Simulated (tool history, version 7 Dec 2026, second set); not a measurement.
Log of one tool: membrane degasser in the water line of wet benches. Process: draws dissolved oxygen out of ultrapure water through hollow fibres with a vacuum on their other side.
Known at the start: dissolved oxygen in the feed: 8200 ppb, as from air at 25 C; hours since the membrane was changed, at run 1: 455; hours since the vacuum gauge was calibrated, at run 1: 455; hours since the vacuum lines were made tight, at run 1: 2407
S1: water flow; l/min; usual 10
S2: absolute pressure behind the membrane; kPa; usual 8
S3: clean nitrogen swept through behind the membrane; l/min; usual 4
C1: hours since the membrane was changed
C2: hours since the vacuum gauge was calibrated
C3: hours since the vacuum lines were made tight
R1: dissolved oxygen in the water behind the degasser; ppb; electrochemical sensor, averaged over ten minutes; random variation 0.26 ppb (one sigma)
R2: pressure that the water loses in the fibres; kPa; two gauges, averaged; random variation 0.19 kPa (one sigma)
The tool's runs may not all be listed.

Run 1, hour 0: usual settings; C1 455; C2 455; C3 2407. Result: R1 32.9 ppb, R2 38.66 kPa.
Run 2, hour 122.2: usual settings; C1 577; C2 577; C3 2529. Result: R1 33.5 ppb, R2 39.15 kPa.
Run 3, hour 351.7: usual settings but S2 8.59 kPa; C1 807; C2 807; C3 2759. Result: R1 36.6 ppb, R2 38.85 kPa.
Run 4, hour 535.2: usual settings but S2 8.59 kPa; C1 990; C2 990; C3 2942. Result: R1 36.7 ppb, R2 39.18 kPa.
Run 5, hour 676: usual settings but S2 8.59 kPa; C1 1131; C2 1131; C3 3083. Result: R1 36.7 ppb, R2 39.36 kPa.
Run 6, hour 897.8: usual settings; C1 1353; C2 1353; C3 3305. Result: R1 33 ppb, R2 39.38 kPa.
Run 7, hour 1011.9: usual settings; C1 1467; C2 1467; C3 3419. Result: R1 33.1 ppb, R2 39.35 kPa.
Run 8, hour 1218.9: usual settings; C1 1674; C2 1674; C3 3626. Result: R1 33.2 ppb, R2 39.32 kPa.
Run 9, hour 1336.3: usual settings; C1 1791; C2 1791; C3 3743. Result: R1 33.1 ppb, R2 39.53 kPa.
Run 10, hour 1454.8: usual settings; C1 1910; C2 1910; C3 3862. Result: R1 32.8 ppb, R2 39.81 kPa.
Run 11, hour 1606.7: usual settings but S2 7.25 kPa; C1 2062; C2 2062; C3 4013. Result: R1 28.2 ppb, R2 39.75 kPa.
Run 12, hour 1847.2: usual settings but S2 7.25 kPa; C1 2302; C2 2302; C3 4254. Result: R1 28.6 ppb, R2 39.8 kPa.
Run 13, hour 2028.6: usual settings but S2 10.94 kPa, S3 9.85 l/min; C1 2484; C2 2484; C3 4435. Result: R1 22.9 ppb, R2 39.89 kPa.
Run 14, hour 2183: usual settings but S2 10.94 kPa, S3 9.85 l/min; C1 2638; C2 2638; C3 4590. Result: R1 22.8 ppb, R2 39.84 kPa.
At hour 2281.5: gauge calibrated.
Run 15, hour 2379.9: usual settings but S2 10.94 kPa, S3 9.85 l/min; C1 2835; C2 2835; C3 4787. Result: R1 23.2 ppb, R2 38.73 kPa.
Run 16, hour 2575.3: usual settings but S2 10.94 kPa, S3 9.85 l/min; C1 3030; C2 3030; C3 4982. Result: R1 23.3 ppb, R2 39.18 kPa.
Run 17, hour 2691.3: usual settings but S1 14 l/min, S2 19.81 kPa, S3 1.65 l/min; C1 3146; C2 3146; C3 5098. Result: R1 340.6 ppb, R2 54.65 kPa.
Run 18, hour 2793.9: usual settings but S1 15 l/min; C1 3249; C2 3249; C3 5201. Result: R1 67.9 ppb, R2 59.01 kPa.

The next listed run, before its measurement:
Run 19, hour 3008.2: usual settings but S1 15 l/min; C1 3463; C2 3463; C3 5415. Result: R1 ?, R2 ?.

R1: 66.9 ppb
R2: 58.87 kPa
Without the tool's hidden state the same run would have given R1 66.8 ppb, R2 58.34 kPa.
